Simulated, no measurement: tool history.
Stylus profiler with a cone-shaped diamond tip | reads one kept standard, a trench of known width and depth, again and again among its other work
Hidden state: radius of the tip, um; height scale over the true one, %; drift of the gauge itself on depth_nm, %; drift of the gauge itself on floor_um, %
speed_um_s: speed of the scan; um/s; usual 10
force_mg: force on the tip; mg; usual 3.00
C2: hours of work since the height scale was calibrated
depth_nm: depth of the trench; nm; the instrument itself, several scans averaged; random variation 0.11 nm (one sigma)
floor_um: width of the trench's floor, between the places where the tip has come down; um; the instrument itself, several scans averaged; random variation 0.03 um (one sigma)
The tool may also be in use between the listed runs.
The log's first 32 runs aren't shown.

{"run": 33, "hour": 2993.8, "speed_um_s": 18, "force_mg": 5.53, "scans with this tip": 3645, "C2": 392, "depth_nm": 205.87, "floor_um": 17.89}
{"run": 34, "hour": 3094.7, "speed_um_s": 20, "force_mg": 4.03, "scans with this tip": 4033, "C2": 434, "depth_nm": 204.89, "floor_um": 17.81}
{"run": 35, "hour": 3222.1, "speed_um_s": 27, "force_mg": 4.18, "scans with this tip": 4523, "C2": 487, "depth_nm": 205.27, "floor_um": 17.81}
{"run": 36, "hour": 3330.4, "speed_um_s": 4, "force_mg": 1.3, "scans with this tip": 4938, "C2": 531, "depth_nm": 202.56, "floor_um": 17.9}
{"run": 37, "hour": 3424.1, "speed_um_s": 14, "force_mg": 2.86, "scans with this tip": 5299, "C2": 570, "depth_nm": 204.26, "floor_um": 17.8}
{"run": 38, "hour": 3503.0, "speed_um_s": 14, "force_mg": 1.48, "scans with this tip": 5602, "C2": 603, "depth_nm": 202.94, "floor_um": 17.78}
{"run": 39, "hour": 3604.1, "speed_um_s": 24, "force_mg": 1.51, "scans with this tip": 5990, "C2": 644, "depth_nm": 202.72, "floor_um": 17.66}
{"run": 40, "hour": 3719.4, "speed_um_s": 24, "force_mg": 1.51, "scans with this tip": 6433, "C2": 692, "depth_nm": 203.03, "floor_um": 17.66}
{"run": 41, "hour": 3837.5, "speed_um_s": 6, "force_mg": 1.29, "scans with this tip": 6887, "C2": 741, "depth_nm": 202.6, "floor_um": 17.74}
{"run": 42, "hour": 3926.1, "speed_um_s": 10, "force_mg": 4.94, "scans with this tip": 7228, "C2": 778, "depth_nm": 205.72, "floor_um": 17.76}
{"run": 43, "hour": 4049.6, "speed_um_s": 4, "force_mg": 1.05, "scans with this tip": 7702, "C2": 829, "depth_nm": 202.55, "floor_um": 17.68}

4 ways to go on from here, each from the tool as it stands after run 43. What would each give?
{"run": "A", "hour": 4140.3, "speed_um_s": 6, "force_mg": 3.0, "scans with this tip": 8050, "C2": 866, "depth_nm": "?", "floor_um": "?"}
{"run": "B", "hour": 4140.3, "speed_um_s": 10, "force_mg": 2.56, "scans with this tip": 8050, "C2": 866, "depth_nm": "?", "floor_um": "?"}
{"run": "C", "hour": 4140.3, "speed_um_s": 37, "force_mg": 1.05, "scans with this tip": 8050, "C2": 866, "depth_nm": "?", "floor_um": "?"}
{"run": "D", "hour": 4140.3, "speed_um_s": 12, "force_mg": 4.13, "scans with this tip": 8050, "C2": 866, "depth_nm": "?", "floor_um": "?"}

run=A depth_nm=204.54 floor_um=17.65
run=B depth_nm=204.13 floor_um=17.65
run=C depth_nm=202.59 floor_um=17.40
run=D depth_nm=205.42 floor_um=17.62
Without the tool's hidden state the same runs would have given:
run=A depth_nm=203.73 floor_um=18.22
run=B depth_nm=203.33 floor_um=18.22
run=C depth_nm=201.80 floor_um=17.97
run=D depth_nm=204.62 floor_um=18.19

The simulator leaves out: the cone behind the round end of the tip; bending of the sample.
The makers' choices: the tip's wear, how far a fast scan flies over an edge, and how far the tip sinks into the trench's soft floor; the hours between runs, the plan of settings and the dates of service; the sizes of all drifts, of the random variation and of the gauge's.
